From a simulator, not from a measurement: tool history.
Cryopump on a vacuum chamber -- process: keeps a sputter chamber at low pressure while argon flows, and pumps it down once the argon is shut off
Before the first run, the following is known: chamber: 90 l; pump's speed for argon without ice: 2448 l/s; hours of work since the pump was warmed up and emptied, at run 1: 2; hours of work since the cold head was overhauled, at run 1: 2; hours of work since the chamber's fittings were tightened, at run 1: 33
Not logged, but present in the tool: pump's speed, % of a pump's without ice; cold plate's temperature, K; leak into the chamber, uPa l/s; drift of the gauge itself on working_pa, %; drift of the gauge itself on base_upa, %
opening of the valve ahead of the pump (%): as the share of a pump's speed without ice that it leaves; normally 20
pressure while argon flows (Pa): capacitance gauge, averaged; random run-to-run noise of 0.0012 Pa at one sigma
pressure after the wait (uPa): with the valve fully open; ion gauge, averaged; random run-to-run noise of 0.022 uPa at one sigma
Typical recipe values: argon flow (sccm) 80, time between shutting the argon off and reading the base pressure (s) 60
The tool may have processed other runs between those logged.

run	day	argon flow (sccm)	time between shutting the argon off and reading the base pressure (s)	opening of the valve ahead of the pump (%)	hours of work since the pump was warmed up and emptied	hours of work since the cold head was overhauled	hours of work since the chamber's fittings were tightened	pressure while argon flows (Pa)	pressure after the wait (uPa)
1	0	80	60	20	2	2	33	0.2769	0.61
2	0.417	80	60	20	10	10	41	0.2772	0.67
3	1.271	80	207	20	28	28	59	0.2771	0.36
4	1.879	80	60	20	40	40	71	0.2762	0.68
5	2.229	80	60	16	47	47	78	0.3468	0.69
6	2.588	80	60	16	54	54	85	0.3454	0.68
7	3.383	80	76	20	70	70	102	0.2789	0.62
8	4.046	80	76	20	84	84	115	0.2793	0.61
9	4.438	80	60	20	92	92	123	0.2792	0.71
10	5.171	80	60	20	107	107	138	0.2782	0.72
11	5.929	80	60	20	122	122	153	0.2786	0.74
12	6.775	80	60	48	139	139	170	0.1179	0.74
13	7.567	80	60	48	155	155	186	0.1177	0.76
14	8.129	80	185	20	167	167	198	0.2791	0.49
15	8.904	80	129	20	182	182	214	0.2778	0.54
16	9.375	80	129	20	192	192	223	0.2793	0.53
17	9.871	50	60	20	202	202	233	0.1754	0.81
18	10.65	108	60	58	218	218	249	0.1349	0.84
19	11.458	71	276	32	234	234	265	0.1575	0.5
20	12.288	71	276	32	251	251	282	0.1578	0.52
21	12.654	99	48	32	258	258	290	0.2193	0.93
22	13.471	66	60	20	275	275	306	0.2314	0.88
23	14.242	66	60	20	291	291	322	0.233	0.9
24	14.925	66	60	20	304	304	336	0.2327	0.92
25	15.712	80	34	20	320	320	352	0.2848	1.26
26	16.446	35	60	20	335	335	366	0.1237	0.95
27	16.879	77	60	28	344	344	375	0.1964	0.92
28	17.388	77	60	28	354	354	386	0.1984	0.94
29	18.012	62	51	20	367	367	398	0.2203	1.08
30	18.788	154	168	41	383	383	414	0.2729	0.69
31	19.146	80	33	24	390	390	421	0.2378	1.36
32	19.771	80	33	24	403	403	434	0.2388	1.41
33	20.438	61	33	40	416	416	447	0.1114	1.35
34	21.092	105	226	39	430	430	461	0.1957	0.66

5 ways to go on from here, each from the tool as it stands after run 34. What would each give?
A	21.475	80	60	22	437	437	468	?	?
B	21.475	67	25	39	437	437	468	?	?
C	21.475	80	60	51	437	437	468	?	?
D	21.475	109	22	39	437	437	468	?	?
E	21.475	80	22	19	437	437	468	?	?

run	pressure while argon flows (Pa)	pressure after the wait (uPa)
A	0.2599	1.06
B	0.1258	1.73
C	0.117	1.05
D	0.2062	1.81
E	0.2991	1.84
Stripped of hidden state, with their random variation kept, the same runs would have yielded:
run	pressure while argon flows (Pa)	pressure after the wait (uPa)
A	0.2513	0.59
B	0.1186	1.26
C	0.1084	0.59
D	0.1943	1.35
E	0.2904	1.37
